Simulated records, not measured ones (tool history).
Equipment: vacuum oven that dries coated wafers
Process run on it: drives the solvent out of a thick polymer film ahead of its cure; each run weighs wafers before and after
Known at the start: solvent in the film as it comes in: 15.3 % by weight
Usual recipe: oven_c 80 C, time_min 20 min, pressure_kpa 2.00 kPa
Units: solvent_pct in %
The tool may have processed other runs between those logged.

Run 1, day 0.000: usual settings. Result: solvent_pct 1.47 %.
Run 2, day 1.308: usual settings but pressure_kpa 3.32 kPa. Result: solvent_pct 1.99 %.
Run 3, day 2.442: usual settings. Result: solvent_pct 1.50 %.
At day 3.246: oven's thermocouples calibrated.
Run 4, day 3.383: usual settings. Result: solvent_pct 1.52 %.
Run 5, day 4.646: usual settings. Result: solvent_pct 1.54 %.
Run 6, day 5.671: usual settings. Result: solvent_pct 1.54 %.
Run 7, day 6.971: usual settings. Result: solvent_pct 1.51 %.
Run 8, day 7.775: usual settings but oven_c 95 C. Result: solvent_pct 0.49 %.
At day 8.696: oven's thermocouples calibrated, once more.
Run 9, day 9.533: usual settings but pressure_kpa 1.24 kPa. Result: solvent_pct 1.12 %.
Run 10, day 10.688: usual settings but pressure_kpa 1.24 kPa. Result: solvent_pct 1.13 %.
Run 11, day 11.892: usual settings. Result: solvent_pct 1.39 %.
Run 12, day 12.850: usual settings. Result: solvent_pct 1.46 %.
Run 13, day 13.625: usual settings. Result: solvent_pct 1.41 %.
Run 14, day 15.129: usual settings. Result: solvent_pct 1.40 %.
Run 15, day 15.858: usual settings. Result: solvent_pct 1.38 %.
Run 16, day 17.446: usual settings but oven_c 73 C. Result: solvent_pct 3.17 %.
Run 17, day 18.383: usual settings but oven_c 73 C, time_min 31 min. Result: solvent_pct 1.89 %.
Run 18, day 19.371: usual settings but oven_c 73 C, time_min 31 min. Result: solvent_pct 1.93 %.
Run 19, day 21.083: usual settings but oven_c 79 C. Result: solvent_pct 1.60 %.
Run 20, day 22.754: usual settings but oven_c 79 C, time_min 28 min. Result: solvent_pct 1.12 %.
Run 21, day 24.258: usual settings but oven_c 79 C, time_min 28 min. Result: solvent_pct 1.12 %.
Run 22, day 25.338: usual settings but oven_c 79 C, time_min 21 min. Result: solvent_pct 1.54 %.
Run 23, day 26.675: usual settings but oven_c 93 C, time_min 29 min, pressure_kpa 4.14 kPa. Result: solvent_pct 1.01 %.
Run 24, day 27.771: usual settings but oven_c 93 C, time_min 29 min, pressure_kpa 4.14 kPa. Result: solvent_pct 0.96 %.
Run 25, day 29.004: usual settings but oven_c 93 C, time_min 29 min, pressure_kpa 4.14 kPa. Result: solvent_pct 1.03 %.
Run 26, day 29.938: usual settings but oven_c 93 C, time_min 29 min, pressure_kpa 1.24 kPa. Result: solvent_pct 0.35 %.
Run 27, day 31.588: usual settings but oven_c 93 C, time_min 29 min, pressure_kpa 1.24 kPa. Result: solvent_pct 0.33 %.
Run 28, day 32.538: usual settings but oven_c 93 C, time_min 29 min, pressure_kpa 1.24 kPa. Result: solvent_pct 0.37 %.
Run 29, day 33.858: usual settings but oven_c 78 C, time_min 28 min, pressure_kpa 6.08 kPa. Result: solvent_pct 2.86 %.
Run 30, day 34.808: usual settings but oven_c 78 C, time_min 28 min, pressure_kpa 6.08 kPa. Result: solvent_pct 2.87 %.
Run 31, day 36.204: usual settings but pressure_kpa 1.90 kPa. Result: solvent_pct 1.46 %.
Run 32, day 37.654: usual settings but oven_c 89 C, time_min 29 min, pressure_kpa 4.66 kPa. Result: solvent_pct 1.33 %.
Run 33, day 38.812: usual settings but oven_c 70 C, time_min 24 min, pressure_kpa 1.58 kPa. Result: solvent_pct 3.48 %.
Run 34, day 40.483: usual settings but oven_c 82 C, time_min 23 min, pressure_kpa 2.87 kPa. Result: solvent_pct 1.29 %.
Run 35, day 41.458: usual settings but oven_c 82 C, time_min 23 min, pressure_kpa 2.87 kPa. Result: solvent_pct 1.30 %.
Run 36, day 42.396: usual settings but time_min 11 min. Result: solvent_pct 3.22 %.

Pick out some run-to-run changes in solvent_pct. Of each, how much would a tool without hidden state show as well, from the settings, what came in and chance, and how much is left for the hidden state and any gauge scatter not in both results compared?
What the log doesn't record here: true wafer temperature over the reading, C; true pressure over the reading, kPa; drift of the gauge itself on solvent_pct, %.
Run 7 -> 8: oven_c 80 -> 95. solvent_pct -1.02 %: hidden state -0.21, all else -0.81.
Run 28 -> 29: oven_c 93 -> 78, time_min 29 -> 28, pressure_kpa 1.24 -> 6.08. solvent_pct +2.49 %: hidden state +0.13, all else +2.36.
Run 32 -> 33: oven_c 89 -> 70, time_min 29 -> 24, pressure_kpa 4.66 -> 1.58. solvent_pct +2.15 %: hidden state +0.25, all else +1.90.
Run 33 -> 34: oven_c 70 -> 82, time_min 24 -> 23, pressure_kpa 1.58 -> 2.87. solvent_pct -2.19 %: hidden state -0.19, all else -2.00.
